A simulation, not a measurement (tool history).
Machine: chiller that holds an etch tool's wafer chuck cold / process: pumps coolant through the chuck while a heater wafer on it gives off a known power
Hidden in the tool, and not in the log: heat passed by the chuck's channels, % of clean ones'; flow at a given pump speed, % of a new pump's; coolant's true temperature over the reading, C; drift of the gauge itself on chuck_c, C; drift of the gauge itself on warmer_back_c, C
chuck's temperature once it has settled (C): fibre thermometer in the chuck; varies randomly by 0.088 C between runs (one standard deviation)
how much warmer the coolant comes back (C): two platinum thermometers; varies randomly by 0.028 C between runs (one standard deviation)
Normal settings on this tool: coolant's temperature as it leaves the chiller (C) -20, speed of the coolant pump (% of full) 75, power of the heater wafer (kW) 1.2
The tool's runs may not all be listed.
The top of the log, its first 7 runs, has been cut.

run	hour	coolant's temperature as it leaves the chiller (C)	speed of the coolant pump (% of full)	power of the heater wafer (kW)	hours since the coolant was changed and the channels were flushed	hours since the pump was overhauled	hours since the chiller's thermometer was calibrated	chuck's temperature once it has settled (C)	how much warmer the coolant comes back (C)
8	619.5	-20	75	0.625	1326	4064	2680	-15.03	1.6
9	734.7	-11	75	0.625	1442	4179	2795	-5.88	1.54
10	852.4	-28	75	1.2	1559	4297	2913	-18.01	2.97
11	970.3	-20	75	0.81	1677	4415	3031	-13.14	2.04
12	1029	-20	75	0.81	1736	4474	3090	-13.25	2
# hour 1041.5: chiller's thermometer calibrated
13	1089.1	-20	75	1.2	1795	4533	48	-9.93	3.02
14	1166.7	-19	75	1.2	1873	4610	125	-8.99	3.03
15	1241.5	-19	75	1.2	1947	4685	200	-9.1	2.97
16	1306.3	-19	75	1.2	2012	4750	265	-9.01	3.03
17	1429.6	-17	60	1.214	2136	4873	388	-4.71	3.85
18	1551.1	-28	73	1.065	2257	4995	510	-18.83	2.83
19	1636.3	-28	73	1.065	2342	5080	595	-18.84	2.78
20	1710.2	-28	73	1.065	2416	5154	669	-18.85	2.81
# hour 1774.5: chiller's thermometer calibrated, once more
21	1831.2	-22	75	0.639	2536	5274	57	-16.55	1.71
22	1900.1	-30	96	1.384	2605	5343	126	-20.21	2.76
23	2008.4	-11	98	1.076	2713	5451	234	-3.31	2.11
24	2131.2	-26	70	0.906	2836	5574	357	-17.47	2.51
25	2201.6	-26	70	0.906	2906	5644	427	-17.61	2.47
26	2310.5	-26	70	0.906	3015	5753	536	-17.51	2.5
27	2383.9	-29	64	1.588	3089	5827	609	-12.94	4.86
28	2484.7	-29	64	1.588	3190	5927	710	-13.07	4.89
29	2563.6	-20	82	0.862	3268	6006	789	-12.8	2.07
30	2655.2	-18	90	1.425	3360	6098	881	-7.13	3.05
31	2718.4	-26	75	0.605	3423	6161	944	-20.72	1.57

5 ways to go on from here, each from the tool as it stands after run 31. What would each give?
A	2799	-30	76	1.305	3504	6242	1024	?	?
B	2799	-22	88	1.133	3504	6242	1024	?	?
C	2799	-25	79	1.064	3504	6242	1024	?	?
D	2799	-20	80	0.605	3504	6242	1024	?	?
E	2799	-19	75	1.141	3504	6242	1024	?	?

run	chuck's temperature once it has settled (C)	how much warmer the coolant comes back (C)
A	-18.37	3.39
B	-13.29	2.51
C	-16.16	2.65
D	-14.82	1.47
E	-8.89	3.05
With no hidden state in the tool, these same runs would have given:
run	chuck's temperature once it has settled (C)	how much warmer the coolant comes back (C)
A	-20.02	2.95
B	-14.55	2.19
C	-17.45	2.31
D	-15.52	1.27
E	-10.34	2.66
